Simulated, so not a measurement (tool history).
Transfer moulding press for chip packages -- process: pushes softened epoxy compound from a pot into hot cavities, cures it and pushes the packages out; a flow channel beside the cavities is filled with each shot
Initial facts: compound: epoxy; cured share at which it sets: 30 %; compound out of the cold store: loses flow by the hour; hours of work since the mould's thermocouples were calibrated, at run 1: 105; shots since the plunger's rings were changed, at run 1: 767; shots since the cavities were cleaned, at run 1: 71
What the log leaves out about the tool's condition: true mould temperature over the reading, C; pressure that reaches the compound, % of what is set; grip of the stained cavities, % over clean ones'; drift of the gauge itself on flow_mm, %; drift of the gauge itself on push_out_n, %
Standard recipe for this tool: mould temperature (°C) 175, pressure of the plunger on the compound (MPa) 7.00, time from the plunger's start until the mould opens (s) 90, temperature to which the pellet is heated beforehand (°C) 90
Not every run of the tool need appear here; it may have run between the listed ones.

| run | hour | mould temperature (°C) | pressure of the plunger on the compound (MPa) | time from the plunger's start until the mould opens (s) | temperature to which the pellet is heated beforehand (°C) | hours of work since the mould's thermocouples were calibrated | shots since the plunger's rings were changed | shots since the cavities were cleaned | incoming compound's hours out of the cold store | length that the compound runs in the flow channel (mm) | greatest force on the pins that push the packages out (N) |
|---|---|---|---|---|---|---|---|---|---|---|---|
| 1 | 0.0 | 175 | 7.00 | 90 | 90 | 105 | 767 | 71 | 17.6 | 550 | 587 |
| 2 | 45.3 | 175 | 7.00 | 90 | 90 | 141 | 1502 | 806 | 40.2 | 483 | 722 |
|  | 57.0 | cavities cleaned with cleaning compound and waxed |
| 3 | 98.2 | 175 | 7.00 | 90 | 90 | 182 | 2336 | 669 | 18.3 | 533 | 738 |
|  | 116.8 | cavities cleaned with cleaning compound and waxed |
| 4 | 128.2 | 175 | 7.00 | 90 | 90 | 205 | 2800 | 186 | 32.9 | 494 | 610 |
|  | 177.5 | plunger's sealing rings changed |
|  | 179.0 | cavities cleaned with cleaning compound and waxed |
| 5 | 186.5 | 175 | 7.00 | 90 | 90 | 248 | 120 | 120 | 19.2 | 551 | 614 |
| 6 | 235.8 | 175 | 7.00 | 90 | 90 | 287 | 921 | 921 | 38.3 | 493 | 751 |
|  | 242.9 | cavities cleaned with cleaning compound and waxed |
| 7 | 296.1 | 175 | 7.00 | 90 | 90 | 334 | 1876 | 864 | 42.9 | 477 | 752 |
|  | 302.5 | cavities cleaned with cleaning compound and waxed |
| 8 | 331.7 | 175 | 7.00 | 90 | 90 | 361 | 2430 | 475 | 23.6 | 520 | 702 |
|  | 337.4 | mould's thermocouples calibrated |
|  | 367.3 | cavities cleaned with cleaning compound and waxed |
| 9 | 367.8 | 175 | 7.00 | 90 | 90 | 23 | 2958 | 7 | 13.4 | 535 | 545 |
|  | 406.8 | plunger's sealing rings changed |
| 10 | 421.9 | 175 | 5.20 | 90 | 90 | 64 | 245 | 845 | 33.9 | 434 | 708 |
|  | 431.9 | cavities cleaned with cleaning compound and waxed |
| 11 | 460.1 | 175 | 7.00 | 81 | 90 | 93 | 843 | 460 | 18.4 | 543 | 835 |
|  | 493.7 | cavities cleaned with cleaning compound and waxed |
| 12 | 503.3 | 175 | 7.00 | 81 | 90 | 126 | 1520 | 157 | 8.1 | 566 | 760 |
| 13 | 532.3 | 175 | 7.03 | 90 | 90 | 149 | 1991 | 628 | 11.1 | 548 | 740 |
|  | 554.5 | cavities cleaned with cleaning compound and waxed |
| 14 | 565.2 | 175 | 7.03 | 90 | 90 | 174 | 2501 | 175 | 45.4 | 469 | 585 |
| 15 | 599.9 | 178 | 7.00 | 90 | 94 | 202 | 3063 | 737 | 33.0 | 480 | 648 |
|  | 617.0 | cavities cleaned with cleaning compound and waxed |
|  | 635.6 | plunger's sealing rings changed |
|  | 657.0 | mould's thermocouples calibrated, once more |
| 16 | 661.5 | 178 | 6.74 | 90 | 90 | 4 | 388 | 650 | 46.0 | 464 | 659 |
|  | 683.3 | cavities cleaned with cleaning compound and waxed |
| 17 | 700.8 | 178 | 6.74 | 90 | 90 | 34 | 1001 | 284 | 26.2 | 503 | 578 |
|  | 745.1 | cavities cleaned with cleaning compound and waxed |
| 18 | 752.4 | 175 | 5.84 | 97 | 89 | 73 | 1815 | 119 | 18.2 | 483 | 526 |
| 19 | 788.0 | 175 | 7.00 | 90 | 83 | 102 | 2393 | 697 | 11.2 | 552 | 778 |
|  | 805.7 | cavities cleaned with cleaning compound and waxed |
| 20 | 846.6 | 174 | 7.09 | 71 | 88 | 147 | 3320 | 665 | 43.5 | 464 | 1160 |
|  | 861.0 | plunger's sealing rings changed |
|  | 870.3 | cavities cleaned with cleaning compound and waxed |
| 21 | 908.8 | 175 | 7.25 | 90 | 86 | 193 | 752 | 625 | 38.6 | 501 | 681 |
|  | 932.3 | cavities cleaned with cleaning compound and waxed |
| 22 | 942.6 | 175 | 7.25 | 73 | 93 | 219 | 1276 | 167 | 46.1 | 482 | 823 |
|  | 996.1 | cavities cleaned with cleaning compound and waxed |
| 23 | 996.9 | 175 | 6.96 | 90 | 90 | 261 | 2133 | 13 | 38.1 | 483 | 521 |
|  | 1055.4 | cavities cleaned with cleaning compound and waxed |
| 24 | 1055.4 | 175 | 6.96 | 92 | 90 | 306 | 3059 | 0 | 25.2 | 505 | 523 |
|  | 1086.3 | plunger's sealing rings changed |
| 25 | 1092.3 | 170 | 5.64 | 92 | 90 | 333 | 98 | 559 | 38.4 | 458 | 903 |
|  | 1119.8 | cavities cleaned with cleaning compound and waxed |
| 26 | 1149.6 | 170 | 5.64 | 92 | 90 | 377 | 1003 | 483 | 41.0 | 451 | 875 |
|  | 1181.1 | cavities cleaned with cleaning compound and waxed |
| 27 | 1187.2 | 172 | 8.35 | 71 | 97 | 406 | 1590 | 100 | 9.6 | 625 | 1245 |

Consider 3 possible next runs. They are alternatives, not a sequence: every one starts from the tool as it was left by run 27. What does each give?
| A | 1215.1 | 172 | 5.50 | 71 | 97 | 428 | 2043 | 553 | 13.3 | ? | ? |
| B | 1215.1 | 175 | 7.75 | 74 | 82 | 428 | 2043 | 553 | 45.9 | ? | ? |
| C | 1215.1 | 176 | 8.35 | 71 | 93 | 428 | 2043 | 553 | 33.1 | ? | ? |

| run | length that the compound runs in the flow channel (mm) | greatest force on the pins that push the packages out (N) |
|---|---|---|
| A | 499 | 1453 |
| B | 492 | 979 |
| C | 539 | 1008 |
Stripped of hidden state, with their random variation kept, the same runs would have yielded:
| run | length that the compound runs in the flow channel (mm) | greatest force on the pins that push the packages out (N) |
|---|---|---|
| A | 518 | 1140 |
| B | 511 | 768 |
| C | 560 | 792 |
